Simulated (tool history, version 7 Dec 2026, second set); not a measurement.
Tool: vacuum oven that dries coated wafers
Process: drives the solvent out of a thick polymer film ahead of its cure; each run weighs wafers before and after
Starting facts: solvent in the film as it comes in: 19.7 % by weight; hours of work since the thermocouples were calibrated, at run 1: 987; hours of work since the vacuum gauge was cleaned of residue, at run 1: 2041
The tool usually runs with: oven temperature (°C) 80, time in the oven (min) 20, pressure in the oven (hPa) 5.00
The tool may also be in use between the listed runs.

run,hour,oven temperature (°C),time in the oven (min),pressure in the oven (hPa),hours of work since the thermocouples were calibrated,hours of work since the vacuum gauge was cleaned of residue,solvent left in the film (%)
1,0.0,80,20,5.00,987,2041,1.40
2,83.4,80,20,3.68,1024,2079,1.36
3,189.0,80,20,3.68,1072,2127,1.37
4,270.4,80,20,3.68,1109,2163,1.34
5,336.2,69,20,5.00,1138,2193,4.75
6,449.0,69,20,5.00,1189,2244,4.84
7,575.2,80,20,18.10,1246,2301,1.77
8,691.3,80,20,18.10,1298,2353,1.87
# hour 794.5: oven's thermocouples calibrated
9,821.5,80,20,18.10,12,2411,1.54
10,927.4,80,20,18.10,60,2459,1.54
11,1015.3,80,20,5.00,100,2498,1.25
12,1128.5,80,20,5.00,151,2549,1.24
13,1253.9,80,33,5.00,207,2606,0.56
14,1335.3,78,33,7.63,244,2643,0.80
15,1435.9,65,26,9.78,289,2688,4.86
16,1495.7,65,26,9.78,316,2715,4.91
# hour 1503.4: vacuum gauge cleaned of residue and calibrated
17,1623.7,65,26,9.78,373,54,5.21
18,1684.2,85,15,5.00,400,81,1.32
19,1805.9,80,20,3.62,455,136,1.49
20,1905.7,80,20,2.89,500,181,1.42
21,1995.3,72,23,16.44,541,222,3.47
# hour 2032.0: vacuum gauge cleaned of residue and calibrated, once more
22,2086.3,72,23,16.44,581,24,2.86
23,2149.3,72,29,7.62,609,53,1.72
24,2250.9,87,27,16.41,655,99,0.41

Each row is a separate what-if for the run after 24, all from the same tool condition, not one after another. Results?
A,2365.9,86,12,16.36,707,151,?
B,2365.9,87,22,3.73,707,151,?
C,2365.9,83,19,19.00,707,151,?
D,2365.9,89,23,10.89,707,151,?
E,2365.9,78,13,16.41,707,151,?

run,solvent left in the film (%)
A,1.66
B,0.24
C,1.07
D,0.30
E,3.63
Had the tool no hidden state, the same runs would have come out as:
run,solvent left in the film (%)
A,1.39
B,0.18
C,0.89
D,0.26
E,3.18
